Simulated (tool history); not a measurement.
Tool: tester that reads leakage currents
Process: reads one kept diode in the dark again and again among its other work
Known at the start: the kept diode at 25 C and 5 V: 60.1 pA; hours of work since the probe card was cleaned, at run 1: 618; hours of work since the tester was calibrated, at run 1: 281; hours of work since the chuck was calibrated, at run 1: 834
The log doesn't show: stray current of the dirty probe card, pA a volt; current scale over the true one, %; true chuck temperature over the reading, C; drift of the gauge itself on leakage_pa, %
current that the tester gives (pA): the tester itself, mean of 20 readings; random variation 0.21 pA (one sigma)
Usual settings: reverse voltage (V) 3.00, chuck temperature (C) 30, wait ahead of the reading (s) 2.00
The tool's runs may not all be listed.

run	hour	reverse voltage (V)	chuck temperature (C)	wait ahead of the reading (s)	hours of work since the probe card was cleaned	hours of work since the tester was calibrated	hours of work since the chuck was calibrated	current that the tester gives (pA)
1	0.0	3.00	30	2.00	618	281	834	68.27
2	74.8	3.00	30	1.11	656	319	872	68.46
3	147.0	3.00	30	1.11	693	356	909	68.67
4	235.0	3.00	30	2.00	738	401	955	68.49
5	319.9	5.14	30	2.00	782	445	998	93.00
6	400.9	5.14	30	2.00	824	486	1040	92.91
7	451.4	3.00	30	2.00	849	512	1065	68.36
8	512.2	3.00	30	2.00	881	543	1097	67.95
9	562.0	3.00	30	2.00	906	569	1122	68.35
10	622.5	12.12	30	2.00	937	600	1153	151.10
11	689.6	12.12	30	2.00	972	634	1188	150.64
12	744.6	12.12	30	2.00	1000	663	1216	152.37
13	788.9	12.12	30	2.00	1022	685	1238	152.22
14	857.8	12.12	30	2.00	1058	721	1274	152.22
15	911.0	12.12	30	2.00	1085	748	1301	152.03
16	1004.4	12.12	30	2.00	1133	796	1349	151.60
17	1079.1	12.12	30	2.00	1171	834	1387	151.54
18	1139.9	12.12	30	2.00	1202	865	1418	152.02
19	1233.0	12.12	30	2.00	1250	913	1466	151.77
20	1309.7	2.09	30	2.00	1289	952	1505	55.45
21	1377.5	6.99	30	6.14	1324	987	1540	109.42
22	1463.4	2.43	60	2.00	1368	1031	1584	540.40
23	1507.2	7.74	37	2.00	1391	1053	1607	202.24
24	1568.6	1.49	40	1.27	1422	1085	1638	98.82
25	1629.5	1.49	40	1.27	1453	1116	1669	99.90
26	1675.5	1.07	40	0.61	1477	1140	1693	82.76
27	1716.8	1.07	40	0.61	1498	1161	1714	82.61
28	1785.5	1.07	40	0.61	1533	1196	1749	82.58
29	1876.8	13.69	23	0.73	1580	1243	1796	96.88
# hour 1928.2: chuck's temperature calibrated
30	1956.2	3.00	30	2.02	1620	1283	14	68.41
31	2023.3	3.00	30	2.02	1654	1317	49	67.94
32	2103.9	9.81	44	1.87	1695	1358	90	392.30
33	2159.1	9.81	44	1.87	1724	1387	118	391.43
34	2210.7	4.83	29	4.47	1750	1413	145	82.52
35	2277.4	4.83	29	4.47	1784	1447	179	81.93
36	2354.5	4.83	29	0.72	1824	1487	219	84.13
37	2435.3	19.83	46	2.04	1865	1528	260	680.66
38	2503.8	19.83	46	2.04	1900	1563	295	680.04
39	2558.9	19.83	46	2.04	1929	1592	323	678.67

Forecast each of these 4 alternatives for the next run:
# hour 2601.2: probe card cleaned and baked
A	2650.2	17.51	58	7.14	25	1637	369	?
# hour 2601.2: probe card cleaned and baked
B	2650.2	2.06	23	1.34	25	1637	369	?
# hour 2601.2: probe card cleaned and baked
C	2650.2	19.83	46	2.19	25	1637	369	?
# hour 2601.2: probe card cleaned and baked
D	2650.2	1.44	30	2.00	25	1637	369	?

run	current that the tester gives (pA)
A	1463.66
B	31.20
C	673.12
D	44.90
Without the tool's hidden state the same runs would have given:
run	current that the tester gives (pA)
A	1464.69
B	31.22
C	673.62
D	44.94
